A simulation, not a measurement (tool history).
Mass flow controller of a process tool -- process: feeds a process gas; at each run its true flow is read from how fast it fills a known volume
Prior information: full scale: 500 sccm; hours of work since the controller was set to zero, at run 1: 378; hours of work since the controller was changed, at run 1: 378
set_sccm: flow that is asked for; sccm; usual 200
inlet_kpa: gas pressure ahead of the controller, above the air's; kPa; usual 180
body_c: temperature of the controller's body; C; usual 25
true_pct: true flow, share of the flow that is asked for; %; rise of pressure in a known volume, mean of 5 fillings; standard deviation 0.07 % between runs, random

| run | hour | set_sccm | inlet_kpa | body_c | hours of work since the controller was set to zero | hours of work since the controller was changed | true_pct |
|---|---|---|---|---|---|---|---|
| 1 | 0.0 | 200 | 180 | 25 | 378 | 378 | 99.20 |
| 2 | 57.8 | 311 | 180 | 25 | 417 | 417 | 99.71 |
| 3 | 122.2 | 200 | 180 | 28 | 460 | 460 | 99.18 |
| 4 | 169.4 | 200 | 180 | 28 | 491 | 491 | 99.18 |
| 5 | 231.9 | 364 | 180 | 28 | 533 | 533 | 99.63 |
| 6 | 321.7 | 200 | 180 | 25 | 593 | 593 | 99.42 |
| 7 | 364.2 | 200 | 180 | 25 | 621 | 621 | 99.43 |
| 8 | 430.4 | 200 | 180 | 24 | 665 | 665 | 99.48 |
| 9 | 519.5 | 200 | 180 | 24 | 725 | 725 | 99.49 |
| 10 | 580.8 | 143 | 180 | 25 | 766 | 766 | 99.26 |
| 11 | 648.6 | 143 | 180 | 25 | 811 | 811 | 99.53 |
| 12 | 706.4 | 200 | 180 | 25 | 849 | 849 | 99.47 |
| 13 | 747.6 | 53 | 212 | 39 | 877 | 877 | 99.70 |
| 14 | 838.4 | 162 | 144 | 39 | 937 | 937 | 99.06 |
| 15 | 926.2 | 263 | 167 | 25 | 996 | 996 | 99.62 |
| 16 | 1008.6 | 132 | 145 | 37 | 1051 | 1051 | 99.14 |
| 17 | 1086.0 | 132 | 145 | 37 | 1102 | 1102 | 99.07 |
| 18 | 1140.4 | 132 | 145 | 37 | 1139 | 1139 | 99.20 |
| 19 | 1180.9 | 334 | 140 | 25 | 1166 | 1166 | 99.58 |
| 20 | 1261.0 | 334 | 140 | 25 | 1219 | 1219 | 99.72 |
| 21 | 1336.4 | 334 | 140 | 25 | 1269 | 1269 | 99.64 |
| 22 | 1425.0 | 334 | 229 | 27 | 1329 | 1329 | 100.13 |
| 23 | 1496.5 | 334 | 229 | 27 | 1376 | 1376 | 100.09 |
| 24 | 1554.9 | 142 | 157 | 25 | 1415 | 1415 | 99.70 |

Below are 5 alternative next runs, each starting from the tool's condition after run 24. Predict each:
| A | 1617.1 | 310 | 210 | 26 | 1457 | 1457 | ? |
| B | 1617.1 | 183 | 189 | 25 | 1457 | 1457 | ? |
| C | 1617.1 | 63 | 257 | 22 | 1457 | 1457 | ? |
| D | 1617.1 | 204 | 157 | 25 | 1457 | 1457 | ? |
| E | 1617.1 | 162 | 152 | 20 | 1457 | 1457 | ? |

| run | true_pct |
|---|---|
| A | 100.10 |
| B | 99.89 |
| C | 100.72 |
| D | 99.48 |
| E | 99.72 |
With no hidden state in the tool, these same runs would have given:
| run | true_pct |
|---|---|
| A | 99.67 |
| B | 99.26 |
| C | 99.19 |
| D | 98.91 |
| E | 99.04 |

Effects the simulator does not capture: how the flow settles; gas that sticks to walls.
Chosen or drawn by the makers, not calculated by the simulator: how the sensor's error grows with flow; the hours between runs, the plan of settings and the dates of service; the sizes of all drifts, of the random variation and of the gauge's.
